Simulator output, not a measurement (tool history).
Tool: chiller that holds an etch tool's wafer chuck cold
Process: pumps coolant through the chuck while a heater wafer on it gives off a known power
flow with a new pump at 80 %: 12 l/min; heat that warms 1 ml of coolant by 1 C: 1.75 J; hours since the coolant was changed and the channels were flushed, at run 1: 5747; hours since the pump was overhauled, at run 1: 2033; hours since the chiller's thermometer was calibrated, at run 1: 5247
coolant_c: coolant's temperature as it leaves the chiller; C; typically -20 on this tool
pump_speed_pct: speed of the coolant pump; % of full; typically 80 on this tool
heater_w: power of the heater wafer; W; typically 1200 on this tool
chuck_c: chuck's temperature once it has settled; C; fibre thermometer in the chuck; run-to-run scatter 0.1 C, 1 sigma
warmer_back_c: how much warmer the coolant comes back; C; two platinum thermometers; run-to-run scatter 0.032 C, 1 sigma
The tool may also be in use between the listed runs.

run    hour  coolant_c  pump_speed_pct  heater_w  hours since the coolant was changed and the channels were flushed  hours since the pump was overhauled  hours since the chiller's thermometer was calibrated  chuck_c  warmer_back_c
  1       0        -20              80      1200                                                               5747                                 2033                                                  5247      -12           3.41
  2    39.5        -20              80      1200                                                               5786                                 2072                                                  5286    -11.8           3.49
         49  -- chiller's thermometer calibrated
  3      90        -20              80       994                                                               5836                                 2122                                                    41    -13.5           2.88
  4   118.1        -20              80       994                                                               5864                                 2150                                                    69    -13.4           2.85
  5   140.4        -20              80       994                                                               5886                                 2172                                                    91    -13.2           2.88
  6   174.2        -16              80      1200                                                               5920                                 2206                                                   125       -8           3.47
  7   227.7        -20              80      1144                                                               5973                                 2259                                                   179    -12.2           3.31
  8   275.5        -20              80       621                                                               6021                                 2307                                                   227      -16           1.82
  9   317.7        -20              80      1200                                                               6063                                 2349                                                   269      -12            3.5
 10   344.8        -20              80      1200                                                               6091                                 2376                                                   296    -11.9           3.46
 11   372.4        -20              80       910                                                               6118                                 2404                                                   323    -13.9           2.69
 12   416.3        -20              80       910                                                               6162                                 2448                                                   367    -13.8           2.71
 13   459.8        -20              80       910                                                               6206                                 2491                                                   411    -13.8            2.7
 14   505.5        -20              80       910                                                               6251                                 2537                                                   457    -13.9            2.7
 15   556.2        -20              80       910                                                               6302                                 2588                                                   507    -13.9           2.69
 16     590        -20              80       910                                                               6336                                 2622                                                   541    -13.9           2.73
 17   637.5        -20              80       910                                                               6383                                 2669                                                   589    -13.9           2.74
 18   677.7        -20              80       910                                                               6423                                 2709                                                   629    -13.9           2.77
 19   720.4        -18              93      1314                                                               6466                                 2752                                                   671    -10.1           3.38
 20   772.6        -27              75      1166                                                               6518                                 2804                                                   724    -18.8           3.72
 21   795.1        -18              67      1200                                                               6541                                 2827                                                   746     -8.7           4.28
 22   845.8        -15              79      1200                                                               6592                                 2877                                                   797     -6.8           3.64
 23   888.2        -27              71       884                                                               6634                                 2920                                                   839    -20.5            3.1
 24   938.8        -26              80       842                                                               6685                                 2970                                                   890    -20.4           2.61
 25   973.8        -14              87      1272                                                               6720                                 3005                                                   925     -6.1            3.5
 26  1007.5        -14              87      1272                                                               6753                                 3039                                                   959     -5.9           3.49
 27  1058.6        -18              92      1526                                                               6804                                 3090                                                  1010     -8.7           3.98
 28  1105.8        -23              76      1200                                                               6852                                 3137                                                  1057    -14.7            3.9
 29  1138.5        -26              80      1446                                                               6884                                 3170                                                  1090    -16.3           4.39
 30  1183.5        -26              80      1446                                                               6929                                 3215                                                  1135    -16.1           4.37

How the hidden state differs across the entries between the runs, from the last listed run before each to the first after it:
In the gap between runs 2 and 3: chiller's thermometer calibrated (hour 49)
  coolant's true temperature over the reading, C: 0.01 -> 0; drift of the gauge itself on warmer_back_c, C: 0.01 -> 0.02
  measured minus no-state result, warmer_back_c: +0.01 -> +0.01 C
